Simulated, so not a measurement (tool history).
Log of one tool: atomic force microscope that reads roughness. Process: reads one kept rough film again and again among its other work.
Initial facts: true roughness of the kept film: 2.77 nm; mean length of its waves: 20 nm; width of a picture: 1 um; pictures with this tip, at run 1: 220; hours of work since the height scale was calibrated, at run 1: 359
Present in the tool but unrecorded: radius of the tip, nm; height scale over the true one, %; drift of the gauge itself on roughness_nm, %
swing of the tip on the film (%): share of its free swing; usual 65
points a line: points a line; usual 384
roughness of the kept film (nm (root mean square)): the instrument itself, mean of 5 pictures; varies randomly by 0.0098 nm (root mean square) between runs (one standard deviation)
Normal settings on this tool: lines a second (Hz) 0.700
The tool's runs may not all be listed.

run,hour,lines a second (Hz),swing of the tip on the film (%),points a line,pictures with this tip,hours of work since the height scale was calibrated,roughness of the kept film (nm (root mean square))
1,0.0,0.700,65,384,220,359,1.640
# hour 12.9: new tip fitted
2,32.2,0.700,65,384,27,382,2.126
3,66.5,0.700,65,585,76,407,2.012
4,97.1,0.700,65,384,119,430,1.892
5,121.9,0.700,65,384,154,448,1.793
6,150.9,0.700,65,384,194,469,1.712
# hour 179.3: new tip fitted
7,179.3,0.700,65,384,0,490,2.244
8,229.5,0.700,65,384,70,527,2.032
9,258.9,0.700,65,384,112,549,1.909
10,297.0,0.700,65,384,165,577,1.787
# hour 347.9: new tip fitted
11,354.4,0.700,65,384,9,619,2.210
12,397.4,0.700,58,384,70,650,2.023
13,440.9,0.700,58,384,131,682,1.850
14,484.3,0.700,58,384,192,714,1.698
# hour 515.7: new tip fitted
15,515.7,0.700,58,339,0,737,2.250
16,553.7,3.140,56,852,54,765,2.035
17,611.4,2.928,56,265,135,807,1.759
18,646.7,0.700,64,294,184,833,1.694
# hour 681.6: new tip fitted
19,696.0,0.937,64,428,20,869,2.170
20,751.4,2.702,65,714,98,910,1.868
21,781.4,3.181,79,742,140,932,1.579
22,808.7,3.696,88,944,179,952,1.322
# hour 851.9: new tip fitted
23,866.1,0.564,85,357,20,994,2.127
24,900.3,0.564,85,357,68,1019,1.989
25,944.6,0.564,85,357,130,1052,1.833
26,988.3,0.674,57,384,191,1084,1.768
# hour 1022.6: new tip fitted
27,1029.9,0.700,65,939,10,1114,2.263
28,1065.9,0.700,57,747,61,1141,2.117
29,1107.6,0.527,75,384,119,1172,1.912

3 options for the next run, each taken on its own from the tool as it stands now. Forecast them:
A,1143.1,0.527,75,800,169,1198,?
B,1143.1,0.700,65,509,169,1198,?
C,1143.1,1.550,60,384,169,1198,?

run,roughness of the kept film (nm (root mean square))
A,1.833
B,1.828
C,1.781
Had the tool no hidden state, the same runs would have come out as:
run,roughness of the kept film (nm (root mean square))
A,2.263
B,2.258
C,2.200
